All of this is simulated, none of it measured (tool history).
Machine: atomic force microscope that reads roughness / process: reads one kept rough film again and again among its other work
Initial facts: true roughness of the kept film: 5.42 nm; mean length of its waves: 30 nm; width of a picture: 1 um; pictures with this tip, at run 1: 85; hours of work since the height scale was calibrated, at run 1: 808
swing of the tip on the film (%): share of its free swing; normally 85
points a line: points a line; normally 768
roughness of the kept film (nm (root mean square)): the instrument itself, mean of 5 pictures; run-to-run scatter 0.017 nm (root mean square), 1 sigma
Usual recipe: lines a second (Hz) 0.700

| run | hour | lines a second (Hz) | swing of the tip on the film (%) | points a line | pictures with this tip | hours of work since the height scale was calibrated | roughness of the kept film (nm (root mean square)) |
|---|---|---|---|---|---|---|---|
| 1 | 0.0 | 0.700 | 85 | 768 | 85 | 808 | 3.149 |
|  | 6.0 | new tip fitted |
| 2 | 24.3 | 0.700 | 85 | 768 | 32 | 822 | 3.695 |
| 3 | 43.7 | 0.700 | 85 | 768 | 66 | 834 | 3.381 |
|  | 59.4 | new tip fitted |
| 4 | 59.6 | 0.700 | 85 | 854 | 0 | 843 | 4.107 |
| 5 | 87.5 | 0.700 | 85 | 768 | 49 | 860 | 3.443 |
| 6 | 111.1 | 3.752 | 85 | 768 | 90 | 874 | 2.593 |
|  | 113.2 | new tip fitted |
| 7 | 138.3 | 2.069 | 85 | 768 | 44 | 890 | 3.267 |
|  | 166.3 | new tip fitted |
| 8 | 174.1 | 2.069 | 85 | 768 | 14 | 911 | 3.639 |
| 9 | 211.4 | 2.069 | 85 | 768 | 80 | 933 | 2.966 |
|  | 219.6 | new tip fitted |
| 10 | 228.6 | 2.069 | 85 | 768 | 16 | 943 | 3.599 |
| 11 | 259.8 | 0.700 | 85 | 450 | 71 | 962 | 3.312 |
|  | 273.2 | new tip fitted |
| 12 | 285.2 | 0.700 | 85 | 450 | 21 | 977 | 3.843 |
| 13 | 302.1 | 0.700 | 85 | 450 | 51 | 987 | 3.471 |
|  | 327.9 | new tip fitted |
| 14 | 332.5 | 0.700 | 85 | 450 | 8 | 1005 | 3.987 |
| 15 | 362.4 | 0.700 | 85 | 450 | 60 | 1023 | 3.413 |
|  | 381.7 | new tip fitted |
| 16 | 385.3 | 0.700 | 85 | 450 | 6 | 1036 | 3.989 |
| 17 | 404.2 | 0.700 | 85 | 450 | 40 | 1047 | 3.578 |
|  | 435.6 | new tip fitted |
| 18 | 439.2 | 3.417 | 85 | 768 | 6 | 1068 | 3.421 |
| 19 | 473.5 | 0.982 | 85 | 768 | 66 | 1089 | 3.147 |
|  | 489.7 | new tip fitted |
| 20 | 506.5 | 0.982 | 85 | 768 | 29 | 1108 | 3.657 |
| 21 | 529.8 | 0.700 | 56 | 768 | 70 | 1122 | 3.382 |
|  | 543.6 | new tip fitted |
| 22 | 545.6 | 0.700 | 56 | 768 | 3 | 1131 | 4.126 |
| 23 | 573.7 | 0.700 | 85 | 295 | 53 | 1148 | 3.349 |
| 24 | 590.4 | 0.700 | 85 | 295 | 82 | 1158 | 3.071 |
|  | 598.8 | new tip fitted |
| 25 | 606.9 | 0.700 | 85 | 295 | 14 | 1168 | 3.868 |
| 26 | 641.7 | 0.700 | 85 | 768 | 75 | 1188 | 3.294 |
|  | 653.9 | new tip fitted |
| 27 | 671.7 | 0.700 | 85 | 768 | 31 | 1206 | 3.720 |
| 28 | 702.1 | 0.524 | 85 | 768 | 84 | 1224 | 3.233 |
|  | 707.4 | new tip fitted |
| 29 | 721.2 | 0.818 | 74 | 297 | 24 | 1235 | 3.752 |
| 30 | 753.7 | 0.818 | 74 | 297 | 81 | 1255 | 3.138 |
|  | 763.1 | new tip fitted |
| 31 | 779.7 | 0.818 | 74 | 297 | 29 | 1270 | 3.767 |
| 32 | 796.3 | 0.665 | 66 | 953 | 58 | 1280 | 3.535 |
|  | 799.6 | height scale calibrated on a step standard |
|  | 818.2 | new tip fitted |
| 33 | 831.7 | 1.555 | 85 | 301 | 23 | 19 | 3.504 |
| 34 | 850.4 | 1.555 | 85 | 301 | 56 | 30 | 3.162 |
|  | 872.6 | new tip fitted |
| 35 | 884.7 | 1.555 | 85 | 301 | 22 | 50 | 3.599 |
| 36 | 908.7 | 0.636 | 85 | 697 | 64 | 65 | 3.293 |
|  | 927.7 | new tip fitted |
| 37 | 930.4 | 1.695 | 68 | 768 | 5 | 77 | 4.054 |
|  | 962.1 | height scale calibrated on a step standard, once more |
| 38 | 965.2 | 0.768 | 87 | 768 | 64 | 2 | 3.360 |
|  | 982.4 | new tip fitted |
| 39 | 984.7 | 3.520 | 85 | 768 | 4 | 13 | 3.470 |
| 40 | 1012.4 | 2.690 | 63 | 306 | 52 | 30 | 3.383 |
| 41 | 1034.0 | 2.690 | 63 | 306 | 90 | 43 | 3.057 |
|  | 1036.4 | new tip fitted |
| 42 | 1065.1 | 2.690 | 63 | 306 | 50 | 61 | 3.428 |
| 43 | 1084.3 | 0.584 | 82 | 269 | 84 | 73 | 3.142 |
|  | 1091.2 | new tip fitted |
| 44 | 1114.5 | 2.000 | 63 | 525 | 41 | 90 | 3.600 |
|  | 1146.3 | new tip fitted |
| 45 | 1151.4 | 0.869 | 56 | 368 | 9 | 112 | 4.136 |
| 46 | 1170.8 | 1.843 | 72 | 645 | 43 | 124 | 3.545 |
| 47 | 1189.3 | 0.700 | 63 | 344 | 75 | 135 | 3.356 |
|  | 1200.6 | new tip fitted |
| 48 | 1219.9 | 1.636 | 57 | 344 | 34 | 153 | 3.748 |
| 49 | 1250.2 | 1.436 | 65 | 263 | 87 | 171 | 3.151 |
|  | 1253.9 | new tip fitted |
| 50 | 1286.3 | 1.436 | 65 | 263 | 57 | 192 | 3.456 |
|  | 1307.1 | new tip fitted |
| 51 | 1321.0 | 2.531 | 86 | 421 | 24 | 213 | 3.395 |

Alternative continuations, all from the tool just after run 51; predict every row:
| A | 1355.1 | 2.531 | 86 | 1009 | 84 | 233 | ? |
| B | 1355.1 | 0.784 | 86 | 621 | 84 | 233 | ? |
| C | 1355.1 | 0.601 | 73 | 760 | 84 | 233 | ? |

| run | roughness of the kept film (nm (root mean square)) |
|---|---|
| A | 2.824 |
| B | 3.173 |
| C | 3.273 |
Without the tool's hidden state the same runs would have given:
| run | roughness of the kept film (nm (root mean square)) |
|---|---|
| A | 3.692 |
| B | 4.151 |
| C | 4.281 |

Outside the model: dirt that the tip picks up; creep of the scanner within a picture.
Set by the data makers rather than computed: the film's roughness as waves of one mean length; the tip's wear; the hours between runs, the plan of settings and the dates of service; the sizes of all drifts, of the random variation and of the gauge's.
